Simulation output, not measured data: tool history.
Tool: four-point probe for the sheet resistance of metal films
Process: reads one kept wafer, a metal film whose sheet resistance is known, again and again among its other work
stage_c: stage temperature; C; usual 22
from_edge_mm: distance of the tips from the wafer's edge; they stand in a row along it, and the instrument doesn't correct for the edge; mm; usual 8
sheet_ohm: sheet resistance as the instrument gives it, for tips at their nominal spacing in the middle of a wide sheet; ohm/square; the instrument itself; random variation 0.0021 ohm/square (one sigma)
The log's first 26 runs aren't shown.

| run | day | stage_c | from_edge_mm | touches since the probe head was changed | hours of work since the stage's thermometer was calibrated | sheet_ohm |
|---|---|---|---|---|---|---|
| 27 | 24.058 | 21 | 4 | 32200 | 672 | 10.869911 |
| 28 | 25.35 | 26 | 8 | 32959 | 697 | 10.582219 |
| 29 | 26.038 | 30 | 11 | 33362 | 710 | 10.515762 |
| 30 | 27.246 | 27 | 9 | 34071 | 732 | 10.556966 |
| 31 | 28.575 | 23 | 8 | 34852 | 758 | 10.599209 |
| 32 | 29.542 | 33 | 38 | 35420 | 776 | 10.453885 |
| 33 | 30.662 | 33 | 38 | 36078 | 797 | 10.452099 |
| 34 | 31.742 | 33 | 38 | 36712 | 817 | 10.455851 |
| 35 | 32.833 | 22 | 11 | 37354 | 838 | 10.560497 |
| 36 | 33.833 | 19 | 4 | 37941 | 857 | 10.877608 |
| 37 | 35.142 | 34 | 4 | 38708 | 882 | 10.778752 |
| 38 | 36.358 | 21 | 3 | 39424 | 905 | 11.115709 |
| 39 | 37.558 | 18 | 4 | 40129 | 927 | 10.8842 |
| 40 | 38.533 | 18 | 4 | 40702 | 946 | 10.88645 |
| 41 | 39.138 | 18 | 4 | 41057 | 957 | 10.882469 |
| 42 | 39.717 | 23 | 22 | 41396 | 968 | 10.51581 |
| 43 | 40.417 | 18 | 54 | 41808 | 981 | 10.540441 |
| 44 | 41.2 | 18 | 54 | 42268 | 996 | 10.539796 |
| 45 | 42.008 | 18 | 54 | 42741 | 1011 | 10.545313 |

4 ways to go on from here, each from the tool as it stands after run 45. What would each give?
| A | 43.296 | 27 | 8 | 43499 | 1036 | ? |
| B | 43.296 | 24 | 55 | 43499 | 1036 | ? |
| C | 43.296 | 27 | 23 | 43499 | 1036 | ? |
| D | 43.296 | 18 | 4 | 43499 | 1036 | ? |

| run | sheet_ohm |
|---|---|
| A | 10.57115 |
| B | 10.497847 |
| C | 10.489575 |
| D | 10.879214 |
Without the tool's hidden state the same runs would have given:
| run | sheet_ohm |
|---|---|
| A | 10.557635 |
| B | 10.484519 |
| C | 10.47615 |
| D | 10.865704 |
